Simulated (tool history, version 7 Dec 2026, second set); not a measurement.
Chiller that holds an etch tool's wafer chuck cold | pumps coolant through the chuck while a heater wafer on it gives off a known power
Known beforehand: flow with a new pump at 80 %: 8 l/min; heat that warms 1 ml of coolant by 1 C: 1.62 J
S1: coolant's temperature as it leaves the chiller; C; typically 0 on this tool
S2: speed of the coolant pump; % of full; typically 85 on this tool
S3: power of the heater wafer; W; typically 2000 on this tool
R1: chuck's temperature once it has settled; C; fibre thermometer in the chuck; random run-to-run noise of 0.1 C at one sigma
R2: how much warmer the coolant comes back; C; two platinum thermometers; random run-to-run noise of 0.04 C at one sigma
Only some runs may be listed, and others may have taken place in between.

run 1 day=0.000 | S1=0 S2=85 S3=2000 | R1=16.0 R2=8.66
run 2 day=2.033 | S1=0 S2=85 S3=2000 | R1=16.0 R2=8.70
run 3 day=5.500 | S1=0 S2=76 S3=2000 | R1=17.4 R2=9.83
run 4 day=8.133 | S1=0 S2=76 S3=2000 | R1=17.4 R2=9.89
run 5 day=12.312 | S1=-8 S2=85 S3=2000 | R1=8.0 R2=8.65
run 6 day=15.975 | S1=-8 S2=85 S3=2000 | R1=8.0 R2=8.62
run 7 day=18.350 | S1=0 S2=73 S3=2000 | R1=17.5 R2=10.21
run 8 day=20.758 | S1=0 S2=73 S3=2000 | R1=17.7 R2=10.28
run 9 day=24.608 | S1=0 S2=73 S3=2000 | R1=17.7 R2=10.14
run 10 day=26.512 | S1=0 S2=73 S3=2000 | R1=17.9 R2=10.15
run 11 day=30.304 | S1=0 S2=87 S3=2000 | R1=15.7 R2=8.42
run 12 day=32.992 | S1=0 S2=87 S3=2000 | R1=16.0 R2=8.37
run 13 day=35.288 | S1=0 S2=85 S3=2000 | R1=16.0 R2=8.65
run 14 day=39.396 | S1=0 S2=85 S3=2000 | R1=16.0 R2=8.59
run 15 day=43.942 | S1=0 S2=85 S3=1514 | R1=12.0 R2=6.52
run 16 day=46.600 | S1=0 S2=85 S3=1514 | R1=12.1 R2=6.52
run 17 day=49.221 | S1=0 S2=85 S3=1514 | R1=12.1 R2=6.48
run 18 day=53.750 | S1=0 S2=85 S3=1514 | R1=12.3 R2=6.42
run 19 day=57.429 | S1=0 S2=85 S3=1514 | R1=12.1 R2=6.46
run 20 day=61.054 | S1=4 S2=71 S3=1882 | R1=21.1 R2=9.86
run 21 day=63.375 | S1=-3 S2=73 S3=2705 | R1=21.2 R2=13.74
run 22 day=67.346 | S1=9 S2=86 S3=2729 | R1=30.6 R2=11.62
run 23 day=71.671 | S1=9 S2=86 S3=2729 | R1=30.7 R2=11.56
run 24 day=76.183 | S1=9 S2=76 S3=2729 | R1=32.7 R2=13.37
run 25 day=79.229 | S1=3 S2=91 S3=2713 | R1=23.7 R2=10.79
run 26 day=83.388 | S1=3 S2=91 S3=2713 | R1=23.6 R2=10.80
run 27 day=87.808 | S1=3 S2=91 S3=2713 | R1=23.7 R2=10.80
run 28 day=90.758 | S1=0 S2=85 S3=2000 | R1=16.1 R2=8.54
run 29 day=92.696 | S1=0 S2=64 S3=2000 | R1=19.5 R2=11.74
run 30 day=95.279 | S1=8 S2=70 S3=1488 | R1=21.6 R2=7.78
run 31 day=99.496 | S1=0 S2=69 S3=1115 | R1=10.5 R2=5.88

What if the next run were any one of these 3? Each begins from the tool's condition after run 31:
run A day=103.521 | S1=6 S2=71 S3=1178 | R1=? R2=?
run B day=103.521 | S1=-6 S2=85 S3=2503 | R1=? R2=?
run C day=103.521 | S1=-7 S2=73 S3=2061 | R1=? R2=?

run=A R1=16.6 R2=5.98
run=B R1=14.3 R2=10.70
run=C R1=11.2 R2=10.35
The same runs, with their run-to-run variation unchanged, on a tool lacking any hidden condition would have given:
run=A R1=16.6 R2=6.18
run=B R1=14.2 R2=10.89
run=C R1=11.2 R2=10.55
